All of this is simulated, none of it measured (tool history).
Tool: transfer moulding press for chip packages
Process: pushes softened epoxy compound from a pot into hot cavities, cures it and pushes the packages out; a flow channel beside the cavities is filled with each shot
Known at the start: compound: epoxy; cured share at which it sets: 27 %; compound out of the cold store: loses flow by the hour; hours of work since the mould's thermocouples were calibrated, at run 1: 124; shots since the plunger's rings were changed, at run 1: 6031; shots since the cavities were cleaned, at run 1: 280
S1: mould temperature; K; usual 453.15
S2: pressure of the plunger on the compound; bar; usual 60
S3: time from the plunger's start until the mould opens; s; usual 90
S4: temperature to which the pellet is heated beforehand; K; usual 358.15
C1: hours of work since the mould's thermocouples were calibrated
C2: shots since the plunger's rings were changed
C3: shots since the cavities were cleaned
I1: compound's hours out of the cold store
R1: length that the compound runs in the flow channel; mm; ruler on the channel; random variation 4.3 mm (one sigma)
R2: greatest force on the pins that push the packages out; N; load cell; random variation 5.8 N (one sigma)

| run | day | S1 | S2 | S3 | S4 | C1 | C2 | C3 | I1 | R1 | R2 |
|---|---|---|---|---|---|---|---|---|---|---|---|
| 1 | 0 | 453.15 | 60 | 90 | 358.15 | 124 | 6031 | 280 | 9.5 | 724 | 317 |
|  | 0.429 | plunger's sealing rings changed |
|  | 1.504 | cavities cleaned with cleaning compound and waxed |
| 2 | 1.9 | 453.15 | 60 | 90 | 358.15 | 155 | 537 | 152 | 29.1 | 673 | 271 |
|  | 3.508 | cavities cleaned with cleaning compound and waxed |
| 3 | 4.158 | 453.15 | 60 | 90 | 358.15 | 193 | 1372 | 248 | 19.6 | 722 | 311 |
|  | 5.488 | cavities cleaned with cleaning compound and waxed |
| 4 | 6.204 | 453.15 | 60 | 90 | 358.15 | 227 | 2127 | 272 | 45 | 589 | 296 |
|  | 7.575 | cavities cleaned with cleaning compound and waxed |
| 5 | 8.721 | 453.15 | 60 | 90 | 358.15 | 270 | 3061 | 435 | 35 | 618 | 338 |
|  | 9.546 | cavities cleaned with cleaning compound and waxed |
| 6 | 9.946 | 459.15 | 60 | 90 | 358.15 | 290 | 3503 | 151 | 46.5 | 560 | 240 |
| 7 | 11.242 | 453.15 | 60 | 90 | 358.15 | 313 | 3997 | 645 | 44.7 | 566 | 363 |
|  | 11.562 | cavities cleaned with cleaning compound and waxed |
|  | 12.454 | mould's thermocouples calibrated |
|  | 13.7 | cavities cleaned with cleaning compound and waxed |
| 8 | 14.212 | 453.15 | 60 | 90 | 358.15 | 30 | 5049 | 196 | 38.8 | 579 | 285 |
|  | 15.608 | cavities cleaned with cleaning compound and waxed |
| 9 | 16.792 | 453.15 | 60 | 90 | 358.15 | 73 | 6007 | 451 | 28 | 628 | 371 |
|  | 17.229 | plunger's sealing rings changed |
|  | 17.717 | cavities cleaned with cleaning compound and waxed |
| 10 | 19.304 | 453.15 | 60 | 90 | 358.15 | 114 | 766 | 604 | 21.6 | 712 | 378 |
|  | 19.725 | cavities cleaned with cleaning compound and waxed |
|  | 21.671 | cavities cleaned with cleaning compound and waxed |
| 11 | 21.671 | 453.15 | 60 | 90 | 358.15 | 153 | 1620 | 0 | 33.9 | 645 | 210 |
| 12 | 23.133 | 453.15 | 60 | 90 | 358.15 | 179 | 2175 | 555 | 13.9 | 745 | 392 |
|  | 23.788 | cavities cleaned with cleaning compound and waxed |
|  | 23.996 | mould's thermocouples calibrated, once more |
| 13 | 24.575 | 453.15 | 60 | 94 | 358.15 | 10 | 2669 | 268 | 16.8 | 716 | 295 |
|  | 25.988 | cavities cleaned with cleaning compound and waxed |
| 14 | 26.138 | 459.15 | 60 | 115 | 358.15 | 36 | 3241 | 58 | 21.9 | 668 | 185 |
|  | 28.008 | cavities cleaned with cleaning compound and waxed |
| 15 | 28.246 | 459.15 | 60 | 115 | 358.15 | 72 | 4019 | 91 | 17 | 695 | 203 |
|  | 30.15 | cavities cleaned with cleaning compound and waxed |
| 16 | 30.625 | 447.15 | 60 | 115 | 351.15 | 112 | 4901 | 181 | 22.2 | 683 | 267 |
|  | 32.204 | cavities cleaned with cleaning compound and waxed |
| 17 | 33.379 | 453.15 | 74.3 | 112 | 358.15 | 159 | 5926 | 448 | 13 | 779 | 281 |
|  | 34.146 | plunger's sealing rings changed |
|  | 34.208 | cavities cleaned with cleaning compound and waxed |
| 18 | 35.621 | 452.15 | 60 | 90 | 358.15 | 195 | 537 | 537 | 46.6 | 594 | 359 |
|  | 36.267 | cavities cleaned with cleaning compound and waxed |
|  | 38.267 | cavities cleaned with cleaning compound and waxed |
| 19 | 38.438 | 453.15 | 67.1 | 83 | 358.15 | 242 | 1561 | 65 | 13.6 | 787 | 311 |
| 20 | 39.925 | 453.15 | 67.1 | 98 | 348.15 | 268 | 2127 | 631 | 26.6 | 705 | 342 |
|  | 40.175 | cavities cleaned with cleaning compound and waxed |
|  | 42.179 | cavities cleaned with cleaning compound and waxed |
| 21 | 42.496 | 456.15 | 71 | 90 | 359.15 | 311 | 3059 | 120 | 10.3 | 816 | 235 |
|  | 43.725 | mould's thermocouples calibrated |
|  | 44.208 | cavities cleaned with cleaning compound and waxed |
| 22 | 44.879 | 451.15 | 63.8 | 79 | 351.15 | 19 | 3911 | 255 | 22.5 | 695 | 437 |
|  | 46.225 | cavities cleaned with cleaning compound and waxed |
| 23 | 46.479 | 451.15 | 63.8 | 79 | 351.15 | 46 | 4496 | 97 | 45.7 | 578 | 346 |
|  | 48.212 | cavities cleaned with cleaning compound and waxed |
| 24 | 49.133 | 451.15 | 66.4 | 98 | 351.15 | 91 | 5483 | 352 | 22.1 | 695 | 314 |
|  | 50.138 | cavities cleaned with cleaning compound and waxed |
|  | 50.967 | plunger's sealing rings changed |
| 25 | 51.333 | 450.15 | 60 | 90 | 353.15 | 126 | 139 | 414 | 10.4 | 792 | 421 |
|  | 52.212 | cavities cleaned with cleaning compound and waxed |
| 26 | 53.012 | 445.15 | 60 | 90 | 353.15 | 155 | 755 | 304 | 8.5 | 819 | 571 |

3 ways to go on from here, each from the tool as it stands after run 26. What would each give?
|  | 54.175 | cavities cleaned with cleaning compound and waxed |
| A | 55.592 | 445.15 | 68 | 90 | 366.15 | 198 | 1714 | 540 | 37.9 | ? | ? |
|  | 54.175 | cavities cleaned with cleaning compound and waxed |
| B | 55.592 | 453.15 | 53.7 | 73 | 360.15 | 198 | 1714 | 540 | 40.3 | ? | ? |
|  | 54.175 | cavities cleaned with cleaning compound and waxed |
| C | 55.592 | 445.15 | 47.3 | 105 | 367.15 | 198 | 1714 | 540 | 46.6 | ? | ? |

| run | R1 | R2 |
|---|---|---|
| A | 676 | 540 |
| B | 567 | 533 |
| C | 525 | 403 |
Without the tool's hidden state the same runs would have given:
| run | R1 | R2 |
|---|---|---|
| A | 695 | 309 |
| B | 583 | 306 |
| C | 540 | 233 |
